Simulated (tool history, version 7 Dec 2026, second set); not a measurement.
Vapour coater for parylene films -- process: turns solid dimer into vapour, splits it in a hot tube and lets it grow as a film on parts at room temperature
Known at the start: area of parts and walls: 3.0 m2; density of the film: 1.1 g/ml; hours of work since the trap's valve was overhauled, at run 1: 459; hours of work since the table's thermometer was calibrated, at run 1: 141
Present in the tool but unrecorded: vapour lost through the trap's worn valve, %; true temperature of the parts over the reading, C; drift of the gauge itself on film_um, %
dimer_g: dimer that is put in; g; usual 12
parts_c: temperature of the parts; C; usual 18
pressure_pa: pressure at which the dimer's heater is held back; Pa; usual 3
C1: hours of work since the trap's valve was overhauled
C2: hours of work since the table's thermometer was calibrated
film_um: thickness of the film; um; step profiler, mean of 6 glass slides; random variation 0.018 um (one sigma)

run 1 hour=0 | dimer_g=12 parts_c=18 pressure_pa=3 | C1=459 C2=141 | film_um=2.21
run 2 hour=14.1 | dimer_g=12 parts_c=18 pressure_pa=3 | C1=470 C2=152 | film_um=2.21
run 3 hour=26.7 | dimer_g=12 parts_c=18 pressure_pa=10.88 | C1=480 C2=162 | film_um=1.78
run 4 hour=43.9 | dimer_g=12 parts_c=18 pressure_pa=10.88 | C1=494 C2=176 | film_um=1.79
run 5 hour=54.3 | dimer_g=12 parts_c=18 pressure_pa=10.88 | C1=502 C2=184 | film_um=1.77
run 6 hour=64.8 | dimer_g=12 parts_c=18 pressure_pa=10.88 | C1=511 C2=193 | film_um=1.75
run 7 hour=73.4 | dimer_g=12 parts_c=18 pressure_pa=4.76 | C1=517 C2=199 | film_um=2.03
run 8 hour=85 | dimer_g=12 parts_c=18 pressure_pa=3 | C1=527 C2=209 | film_um=2.19
run 9 hour=99.3 | dimer_g=12 parts_c=18 pressure_pa=3 | C1=538 C2=220 | film_um=2.18
run 10 hour=109.9 | dimer_g=12 parts_c=18 pressure_pa=3 | C1=546 C2=228 | film_um=2.19
run 11 hour=122 | dimer_g=12 parts_c=18 pressure_pa=8.64 | C1=556 C2=238 | film_um=1.85
run 12 hour=132.6 | dimer_g=12 parts_c=18 pressure_pa=8.64 | C1=565 C2=246 | film_um=1.84
run 13 hour=140.3 | dimer_g=12 parts_c=18 pressure_pa=8.64 | C1=571 C2=253 | film_um=1.82
run 14 hour=154 | dimer_g=12 parts_c=19 pressure_pa=11.19 | C1=582 C2=264 | film_um=1.69
-- hour=159.4 trap's valve overhauled
run 15 hour=165.4 | dimer_g=12 parts_c=19 pressure_pa=4.43 | C1=5 C2=269 | film_um=1.92
run 16 hour=175.6 | dimer_g=6 parts_c=17 pressure_pa=4.43 | C1=13 C2=277 | film_um=1.03

Run 17 is up next; what results do you expect?
run 17 hour=191.6 | dimer_g=7 parts_c=22 pressure_pa=2.81 | C1=26 C2=290 | film_um=?

Run 17 produced film_um 1.09 um.
Minus the tool's unlogged condition, the same run would have read film_um 1.18 um.
